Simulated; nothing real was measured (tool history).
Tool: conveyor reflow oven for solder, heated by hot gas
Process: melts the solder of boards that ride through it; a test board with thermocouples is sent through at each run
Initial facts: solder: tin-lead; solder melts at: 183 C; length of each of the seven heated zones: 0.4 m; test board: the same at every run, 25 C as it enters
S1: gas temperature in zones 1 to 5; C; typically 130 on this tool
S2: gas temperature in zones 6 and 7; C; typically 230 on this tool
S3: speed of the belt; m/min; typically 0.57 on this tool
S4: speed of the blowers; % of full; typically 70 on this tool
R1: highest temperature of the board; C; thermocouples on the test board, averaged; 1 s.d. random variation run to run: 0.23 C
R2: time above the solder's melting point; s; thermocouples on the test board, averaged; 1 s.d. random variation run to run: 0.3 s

run   hour   S1   S2    S3  S4     R1    R2
  1    0.0  130  230  0.57  70  208.1  50.3
  2   24.0  130  223  0.57  70  202.0  42.4
  3   42.1  130  230  0.57  70  208.1  49.8
  4   56.9  130  230  0.57  77  209.9  52.3
  5   78.0  130  230  0.57  77  209.4  52.0
  6   91.8  130  230  0.57  77  209.9  52.2
  7  105.1  130  230  0.57  77  209.4  52.0

Run 8 is up next; what results do you expect?
  8  127.7  130  230  0.57  77   ?   ?

R1: 209.1 C
R2: 52.2 s
Minus the tool's unlogged condition, the same run would have read R1 210.8 C, R2 54.3 s.
